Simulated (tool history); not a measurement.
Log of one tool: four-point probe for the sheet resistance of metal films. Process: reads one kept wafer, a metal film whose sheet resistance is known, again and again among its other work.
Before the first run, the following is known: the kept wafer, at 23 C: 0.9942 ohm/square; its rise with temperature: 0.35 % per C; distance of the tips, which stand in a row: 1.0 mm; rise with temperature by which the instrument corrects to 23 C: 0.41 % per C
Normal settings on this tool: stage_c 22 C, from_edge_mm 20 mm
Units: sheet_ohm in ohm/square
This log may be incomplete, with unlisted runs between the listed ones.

{"run": 1, "day": 0.0, "stage_c": 22, "from_edge_mm": 20, "sheet_ohm": 1.000175}
{"run": 2, "day": 1.629, "stage_c": 22, "from_edge_mm": 20, "sheet_ohm": 0.999805}
{"run": 3, "day": 5.238, "stage_c": 28, "from_edge_mm": 20, "sheet_ohm": 0.996684}
{"run": 4, "day": 8.012, "stage_c": 28, "from_edge_mm": 20, "sheet_ohm": 0.996486}
{"run": 5, "day": 11.362, "stage_c": 30, "from_edge_mm": 20, "sheet_ohm": 0.995801}
{"run": 6, "day": 14.733, "stage_c": 22, "from_edge_mm": 20, "sheet_ohm": 1.000366}
{"run": 7, "day": 16.354, "stage_c": 29, "from_edge_mm": 20, "sheet_ohm": 0.996079}
{"run": 8, "day": 18.304, "stage_c": 27, "from_edge_mm": 20, "sheet_ohm": 0.997874}
{"run": 9, "day": 20.0, "stage_c": 27, "from_edge_mm": 20, "sheet_ohm": 0.997864}
{"run": 10, "day": 22.396, "stage_c": 27, "from_edge_mm": 20, "sheet_ohm": 0.997459}
{"run": 11, "day": 25.829, "stage_c": 22, "from_edge_mm": 20, "sheet_ohm": 1.000139}
{"run": 12, "day": 28.471, "stage_c": 22, "from_edge_mm": 20, "sheet_ohm": 1.000445}
{"run": 13, "day": 30.983, "stage_c": 22, "from_edge_mm": 11, "sheet_ohm": 1.003239}
{"run": 14, "day": 34.338, "stage_c": 25, "from_edge_mm": 11, "sheet_ohm": 1.002131}
{"run": 15, "day": 36.617, "stage_c": 23, "from_edge_mm": 11, "sheet_ohm": 1.003434}
{"run": 16, "day": 39.758, "stage_c": 23, "from_edge_mm": 11, "sheet_ohm": 1.003584}
{"run": 17, "day": 41.7, "stage_c": 29, "from_edge_mm": 20, "sheet_ohm": 0.997134}
{"run": 18, "day": 45.142, "stage_c": 29, "from_edge_mm": 20, "sheet_ohm": 0.99719}
{"run": 19, "day": 48.383, "stage_c": 29, "from_edge_mm": 20, "sheet_ohm": 0.996628}
{"day": 50.767, "done": "stage's thermometer calibrated"}
{"run": 20, "day": 50.867, "stage_c": 21, "from_edge_mm": 20, "sheet_ohm": 1.001017}
{"run": 21, "day": 52.5, "stage_c": 21, "from_edge_mm": 20, "sheet_ohm": 1.001095}
{"run": 22, "day": 56.008, "stage_c": 22, "from_edge_mm": 9, "sheet_ohm": 1.00613}
{"run": 23, "day": 57.871, "stage_c": 22, "from_edge_mm": 9, "sheet_ohm": 1.006448}
{"run": 24, "day": 61.329, "stage_c": 21, "from_edge_mm": 16, "sheet_ohm": 1.002066}
{"run": 25, "day": 63.217, "stage_c": 21, "from_edge_mm": 16, "sheet_ohm": 1.002266}
{"run": 26, "day": 66.508, "stage_c": 21, "from_edge_mm": 16, "sheet_ohm": 1.002627}
{"run": 27, "day": 68.812, "stage_c": 21, "from_edge_mm": 16, "sheet_ohm": 1.002146}
{"run": 28, "day": 70.738, "stage_c": 27, "from_edge_mm": 50, "sheet_ohm": 0.997125}
{"run": 29, "day": 73.221, "stage_c": 27, "from_edge_mm": 50, "sheet_ohm": 0.997133}
{"run": 30, "day": 75.817, "stage_c": 23, "from_edge_mm": 45, "sheet_ohm": 0.999566}
{"run": 31, "day": 78.375, "stage_c": 27, "from_edge_mm": 20, "sheet_ohm": 0.998251}
{"run": 32, "day": 80.483, "stage_c": 26, "from_edge_mm": 3, "sheet_ohm": 1.053766}
{"run": 33, "day": 83.579, "stage_c": 21, "from_edge_mm": 16, "sheet_ohm": 1.002421}
{"run": 34, "day": 85.125, "stage_c": 20, "from_edge_mm": 44, "sheet_ohm": 1.000888}
{"run": 35, "day": 87.554, "stage_c": 20, "from_edge_mm": 44, "sheet_ohm": 1.001403}
{"run": 36, "day": 90.179, "stage_c": 20, "from_edge_mm": 44, "sheet_ohm": 1.00161}
{"run": 37, "day": 93.354, "stage_c": 24, "from_edge_mm": 4, "sheet_ohm": 1.031032}
{"run": 38, "day": 94.846, "stage_c": 18, "from_edge_mm": 59, "sheet_ohm": 1.00255}
{"run": 39, "day": 98.196, "stage_c": 18, "from_edge_mm": 59, "sheet_ohm": 1.002223}
{"run": 40, "day": 100.9, "stage_c": 32, "from_edge_mm": 37, "sheet_ohm": 0.995089}
{"run": 41, "day": 102.575, "stage_c": 20, "from_edge_mm": 12, "sheet_ohm": 1.005025}
{"run": 42, "day": 104.167, "stage_c": 31, "from_edge_mm": 10, "sheet_ohm": 1.000455}
{"run": 43, "day": 106.958, "stage_c": 31, "from_edge_mm": 10, "sheet_ohm": 1.000249}
{"run": 44, "day": 108.875, "stage_c": 31, "from_edge_mm": 10, "sheet_ohm": 1.000645}
{"run": 45, "day": 112.283, "stage_c": 19, "from_edge_mm": 10, "sheet_ohm": 1.00738}

Table of differences, measured result less the result of that run with no hidden state. Run-to-run variation is the same in both. Gauge scatter possibly is not:
Hidden state at play: inner tips' distance over the nominal, %; tips' flats over new ones', %; wafer's true temperature over the reading, C; drift of the gauge itself on sheet_ohm, %.
run=1 sheet_ohm=+0.003884
run=2 sheet_ohm=+0.003911
run=3 sheet_ohm=+0.003954
run=4 sheet_ohm=+0.004004
run=5 sheet_ohm=+0.004058
run=6 sheet_ohm=+0.004153
run=7 sheet_ohm=+0.004153
run=8 sheet_ohm=+0.004201
run=9 sheet_ohm=+0.004234
run=10 sheet_ohm=+0.004275
run=11 sheet_ohm=+0.00436
run=12 sheet_ohm=+0.004411
run=13 sheet_ohm=+0.004467
run=14 sheet_ohm=+0.004517
run=15 sheet_ohm=+0.004571
run=16 sheet_ohm=+0.00463
run=17 sheet_ohm=+0.004623
run=18 sheet_ohm=+0.004685
run=19 sheet_ohm=+0.004742
run=20 sheet_ohm=+0.004454
run=21 sheet_ohm=+0.004481
run=22 sheet_ohm=+0.004567
run=23 sheet_ohm=+0.004606
run=24 sheet_ohm=+0.004652
run=25 sheet_ohm=+0.004686
run=26 sheet_ohm=+0.004749
run=27 sheet_ohm=+0.004787
run=28 sheet_ohm=+0.004791
run=29 sheet_ohm=+0.004835
run=30 sheet_ohm=+0.004901
run=31 sheet_ohm=+0.004937
run=32 sheet_ohm=+0.00523
run=33 sheet_ohm=+0.00506
run=34 sheet_ohm=+0.005082
run=35 sheet_ohm=+0.005128
run=36 sheet_ohm=+0.005177
run=37 sheet_ohm=+0.005369
run=38 sheet_ohm=+0.005272
run=39 sheet_ohm=+0.005337
run=40 sheet_ohm=+0.005319
run=41 sheet_ohm=+0.005425
run=42 sheet_ohm=+0.005407
run=43 sheet_ohm=+0.005457
run=44 sheet_ohm=+0.005494
run=45 sheet_ohm=+0.005621

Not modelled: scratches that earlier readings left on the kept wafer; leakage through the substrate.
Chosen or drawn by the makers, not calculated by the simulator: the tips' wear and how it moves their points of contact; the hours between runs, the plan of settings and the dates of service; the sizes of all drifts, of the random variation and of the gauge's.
